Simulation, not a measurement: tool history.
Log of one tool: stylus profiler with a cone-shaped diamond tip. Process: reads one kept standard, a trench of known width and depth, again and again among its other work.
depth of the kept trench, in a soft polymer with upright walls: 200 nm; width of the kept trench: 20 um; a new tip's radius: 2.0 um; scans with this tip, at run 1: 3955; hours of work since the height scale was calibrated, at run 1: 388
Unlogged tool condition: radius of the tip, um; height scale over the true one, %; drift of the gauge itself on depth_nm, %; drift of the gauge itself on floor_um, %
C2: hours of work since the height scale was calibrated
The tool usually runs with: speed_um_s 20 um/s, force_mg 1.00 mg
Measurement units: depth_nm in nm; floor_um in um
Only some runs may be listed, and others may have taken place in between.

{"run": 1, "hour": 0.0, "speed_um_s": 20, "force_mg": 1.0, "scans with this tip": 3955, "C2": 388, "depth_nm": 201.08, "floor_um": 18.09}
{"run": 2, "hour": 29.5, "speed_um_s": 20, "force_mg": 1.0, "scans with this tip": 4087, "C2": 401, "depth_nm": 201.07, "floor_um": 18.19}
{"run": 3, "hour": 52.4, "speed_um_s": 20, "force_mg": 1.0, "scans with this tip": 4188, "C2": 411, "depth_nm": 200.99, "floor_um": 18.12}
{"run": 4, "hour": 70.1, "speed_um_s": 20, "force_mg": 1.0, "scans with this tip": 4267, "C2": 418, "depth_nm": 201.03, "floor_um": 18.15}
{"run": 5, "hour": 94.8, "speed_um_s": 20, "force_mg": 0.53, "scans with this tip": 4377, "C2": 429, "depth_nm": 200.71, "floor_um": 18.07}
{"run": 6, "hour": 124.4, "speed_um_s": 20, "force_mg": 1.0, "scans with this tip": 4509, "C2": 442, "depth_nm": 200.96, "floor_um": 18.1}
{"run": 7, "hour": 147.8, "speed_um_s": 10, "force_mg": 1.0, "scans with this tip": 4613, "C2": 452, "depth_nm": 200.99, "floor_um": 18.19}
{"run": 8, "hour": 182.2, "speed_um_s": 10, "force_mg": 1.0, "scans with this tip": 4766, "C2": 467, "depth_nm": 201.03, "floor_um": 18.19}
{"run": 9, "hour": 211.8, "speed_um_s": 18, "force_mg": 1.0, "scans with this tip": 4898, "C2": 480, "depth_nm": 201.08, "floor_um": 18.15}
{"run": 10, "hour": 238.0, "speed_um_s": 18, "force_mg": 1.0, "scans with this tip": 5014, "C2": 491, "depth_nm": 201.03, "floor_um": 18.12}
{"run": 11, "hour": 270.3, "speed_um_s": 20, "force_mg": 1.0, "scans with this tip": 5158, "C2": 506, "depth_nm": 200.98, "floor_um": 18.09}
{"run": 12, "hour": 298.7, "speed_um_s": 20, "force_mg": 1.09, "scans with this tip": 5284, "C2": 518, "depth_nm": 201.06, "floor_um": 18.17}
{"run": 13, "hour": 323.2, "speed_um_s": 20, "force_mg": 0.48, "scans with this tip": 5393, "C2": 529, "depth_nm": 200.58, "floor_um": 18.09}
{"run": 14, "hour": 339.8, "speed_um_s": 20, "force_mg": 1.0, "scans with this tip": 5467, "C2": 536, "depth_nm": 201.01, "floor_um": 18.14}
{"run": 15, "hour": 372.3, "speed_um_s": 18, "force_mg": 1.0, "scans with this tip": 5612, "C2": 550, "depth_nm": 201.06, "floor_um": 18.17}
{"run": 16, "hour": 401.3, "speed_um_s": 18, "force_mg": 1.0, "scans with this tip": 5740, "C2": 563, "depth_nm": 201.03, "floor_um": 18.13}
{"run": 17, "hour": 433.7, "speed_um_s": 18, "force_mg": 1.0, "scans with this tip": 5885, "C2": 577, "depth_nm": 201.09, "floor_um": 18.15}
{"run": 18, "hour": 462.2, "speed_um_s": 18, "force_mg": 1.0, "scans with this tip": 6012, "C2": 589, "depth_nm": 201.06, "floor_um": 18.1}
{"run": 19, "hour": 488.8, "speed_um_s": 18, "force_mg": 1.0, "scans with this tip": 6130, "C2": 601, "depth_nm": 201.06, "floor_um": 18.16}
{"run": 20, "hour": 523.2, "speed_um_s": 18, "force_mg": 1.0, "scans with this tip": 6283, "C2": 616, "depth_nm": 201.09, "floor_um": 18.17}
{"run": 21, "hour": 548.1, "speed_um_s": 18, "force_mg": 1.0, "scans with this tip": 6393, "C2": 627, "depth_nm": 201.05, "floor_um": 18.13}
{"run": 22, "hour": 563.6, "speed_um_s": 20, "force_mg": 0.54, "scans with this tip": 6463, "C2": 633, "depth_nm": 200.67, "floor_um": 18.06}
{"run": 23, "hour": 592.3, "speed_um_s": 20, "force_mg": 0.54, "scans with this tip": 6590, "C2": 646, "depth_nm": 200.77, "floor_um": 18.1}
{"run": 24, "hour": 618.1, "speed_um_s": 20, "force_mg": 0.54, "scans with this tip": 6705, "C2": 657, "depth_nm": 200.65, "floor_um": 18.09}
{"run": 25, "hour": 648.9, "speed_um_s": 9, "force_mg": 2.37, "scans with this tip": 6842, "C2": 671, "depth_nm": 201.93, "floor_um": 18.17}
{"run": 26, "hour": 681.7, "speed_um_s": 7, "force_mg": 2.7, "scans with this tip": 6988, "C2": 685, "depth_nm": 201.97, "floor_um": 18.2}
{"run": 27, "hour": 709.5, "speed_um_s": 7, "force_mg": 2.25, "scans with this tip": 7112, "C2": 697, "depth_nm": 201.84, "floor_um": 18.24}
{"run": 28, "hour": 725.9, "speed_um_s": 7, "force_mg": 2.25, "scans with this tip": 7185, "C2": 704, "depth_nm": 201.81, "floor_um": 18.2}
{"run": 29, "hour": 752.8, "speed_um_s": 7, "force_mg": 2.25, "scans with this tip": 7304, "C2": 716, "depth_nm": 201.76, "floor_um": 18.29}
{"run": 30, "hour": 768.9, "speed_um_s": 20, "force_mg": 0.35, "scans with this tip": 7376, "C2": 723, "depth_nm": 200.41, "floor_um": 18.07}
{"run": 31, "hour": 788.2, "speed_um_s": 20, "force_mg": 0.35, "scans with this tip": 7462, "C2": 731, "depth_nm": 200.48, "floor_um": 18.05}
{"run": 32, "hour": 804.4, "speed_um_s": 20, "force_mg": 2.83, "scans with this tip": 7534, "C2": 738, "depth_nm": 202.15, "floor_um": 18.22}
{"run": 33, "hour": 836.7, "speed_um_s": 20, "force_mg": 2.83, "scans with this tip": 7677, "C2": 753, "depth_nm": 202.03, "floor_um": 18.15}
{"run": 34, "hour": 864.1, "speed_um_s": 20, "force_mg": 2.83, "scans with this tip": 7799, "C2": 765, "depth_nm": 202.18, "floor_um": 18.17}
{"run": 35, "hour": 900.0, "speed_um_s": 20, "force_mg": 1.89, "scans with this tip": 7959, "C2": 780, "depth_nm": 201.65, "floor_um": 18.18}
{"run": 36, "hour": 918.9, "speed_um_s": 76, "force_mg": 2.87, "scans with this tip": 8043, "C2": 788, "depth_nm": 202.05, "floor_um": 17.97}
{"run": 37, "hour": 955.3, "speed_um_s": 21, "force_mg": 0.78, "scans with this tip": 8205, "C2": 804, "depth_nm": 200.94, "floor_um": 18.12}
{"run": 38, "hour": 987.4, "speed_um_s": 32, "force_mg": 0.7, "scans with this tip": 8348, "C2": 818, "depth_nm": 200.8, "floor_um": 18.03}
{"run": 39, "hour": 1012.4, "speed_um_s": 32, "force_mg": 0.7, "scans with this tip": 8459, "C2": 829, "depth_nm": 200.84, "floor_um": 18.09}
{"run": 40, "hour": 1033.9, "speed_um_s": 32, "force_mg": 0.7, "scans with this tip": 8555, "C2": 839, "depth_nm": 200.77, "floor_um": 18.04}
{"run": 41, "hour": 1064.7, "speed_um_s": 29, "force_mg": 0.37, "scans with this tip": 8692, "C2": 852, "depth_nm": 200.54, "floor_um": 17.96}
{"run": 42, "hour": 1085.5, "speed_um_s": 9, "force_mg": 0.86, "scans with this tip": 8784, "C2": 861, "depth_nm": 200.95, "floor_um": 18.2}
{"run": 43, "hour": 1114.9, "speed_um_s": 67, "force_mg": 0.38, "scans with this tip": 8915, "C2": 874, "depth_nm": 200.57, "floor_um": 17.57}
{"run": 44, "hour": 1139.4, "speed_um_s": 13, "force_mg": 1.14, "scans with this tip": 9024, "C2": 885, "depth_nm": 201.08, "floor_um": 18.18}
{"run": 45, "hour": 1155.4, "speed_um_s": 20, "force_mg": 0.58, "scans with this tip": 9095, "C2": 891, "depth_nm": 200.69, "floor_um": 18.12}
{"run": 46, "hour": 1180.3, "speed_um_s": 20, "force_mg": 0.58, "scans with this tip": 9206, "C2": 902, "depth_nm": 200.65, "floor_um": 18.11}

Subtracting, for every run, the result it would have given without the tool's unlogged condition from the measured result gives the following. The same run-to-run variation enters both numbers; the gauge's scatter may not:
run=1 floor_um=+0.00
run=2 floor_um=-0.01
run=3 floor_um=-0.01
run=4 floor_um=-0.01
run=5 floor_um=+0.00
run=6 floor_um=-0.01
run=7 floor_um=-0.01
run=8 floor_um=-0.01
run=9 floor_um=-0.01
run=10 floor_um=-0.01
run=11 floor_um=-0.01
run=12 floor_um=-0.02
run=13 floor_um=-0.01
run=14 floor_um=-0.02
run=15 floor_um=-0.01
run=16 floor_um=-0.01
run=17 floor_um=-0.02
run=18 floor_um=-0.01
run=19 floor_um=-0.01
run=20 floor_um=-0.02
run=21 floor_um=-0.01
run=22 floor_um=-0.02
run=23 floor_um=-0.02
run=24 floor_um=-0.01
run=25 floor_um=-0.01
run=26 floor_um=-0.01
run=27 floor_um=-0.02
run=28 floor_um=-0.02
run=29 floor_um=-0.02
run=30 floor_um=-0.01
run=31 floor_um=-0.01
run=32 floor_um=-0.02
run=33 floor_um=-0.01
run=34 floor_um=-0.02
run=35 floor_um=-0.02
run=36 floor_um=-0.02
run=37 floor_um=-0.02
run=38 floor_um=-0.02
run=39 floor_um=-0.02
run=40 floor_um=-0.02
run=41 floor_um=-0.02
run=42 floor_um=-0.02
run=43 floor_um=-0.03
run=44 floor_um=-0.02
run=45 floor_um=-0.03
run=46 floor_um=-0.02
depth_nm: within 0.01 nm of the measured result in every run.
